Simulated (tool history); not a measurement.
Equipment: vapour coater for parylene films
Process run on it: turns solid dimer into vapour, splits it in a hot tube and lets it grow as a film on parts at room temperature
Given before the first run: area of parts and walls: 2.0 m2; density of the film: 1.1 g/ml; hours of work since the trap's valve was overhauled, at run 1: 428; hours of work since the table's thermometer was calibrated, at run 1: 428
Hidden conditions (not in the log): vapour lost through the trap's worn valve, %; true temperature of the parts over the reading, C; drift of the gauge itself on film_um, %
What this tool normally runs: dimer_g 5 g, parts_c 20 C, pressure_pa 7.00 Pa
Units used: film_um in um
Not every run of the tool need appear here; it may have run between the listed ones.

| run | hour | dimer_g | parts_c | pressure_pa | hours of work since the trap's valve was overhauled | hours of work since the table's thermometer was calibrated | film_um |
|---|---|---|---|---|---|---|---|
| 1 | 0.0 | 5 | 20 | 7.00 | 428 | 428 | 1.58 |
| 2 | 24.2 | 5 | 20 | 7.00 | 445 | 445 | 1.58 |
| 3 | 40.5 | 5 | 20 | 7.00 | 457 | 457 | 1.55 |
| 4 | 72.7 | 5 | 20 | 7.00 | 481 | 481 | 1.54 |
|  | 88.9 | trap's valve overhauled |
| 5 | 92.9 | 5 | 20 | 7.00 | 3 | 493 | 1.68 |
| 6 | 113.0 | 5 | 20 | 7.00 | 18 | 507 | 1.67 |
| 7 | 147.2 | 4 | 22 | 9.88 | 43 | 532 | 1.28 |
| 8 | 173.0 | 4 | 22 | 9.88 | 62 | 551 | 1.22 |
| 9 | 209.3 | 5 | 24 | 5.35 | 88 | 578 | 1.57 |
| 10 | 227.3 | 3 | 30 | 4.39 | 101 | 591 | 0.84 |

Here are 3 independent what-if runs from the current tool condition. What would each one return?
| A | 253.0 | 2 | 15 | 7.00 | 120 | 610 | ? |
| B | 253.0 | 5 | 30 | 2.58 | 120 | 610 | ? |
| C | 253.0 | 5 | 30 | 4.39 | 120 | 610 | ? |

| run | film_um |
|---|---|
| A | 0.74 |
| B | 1.46 |
| C | 1.40 |
What these runs would have given with no unlogged condition in the tool:
| run | film_um |
|---|---|
| A | 0.75 |
| B | 1.48 |
| C | 1.42 |

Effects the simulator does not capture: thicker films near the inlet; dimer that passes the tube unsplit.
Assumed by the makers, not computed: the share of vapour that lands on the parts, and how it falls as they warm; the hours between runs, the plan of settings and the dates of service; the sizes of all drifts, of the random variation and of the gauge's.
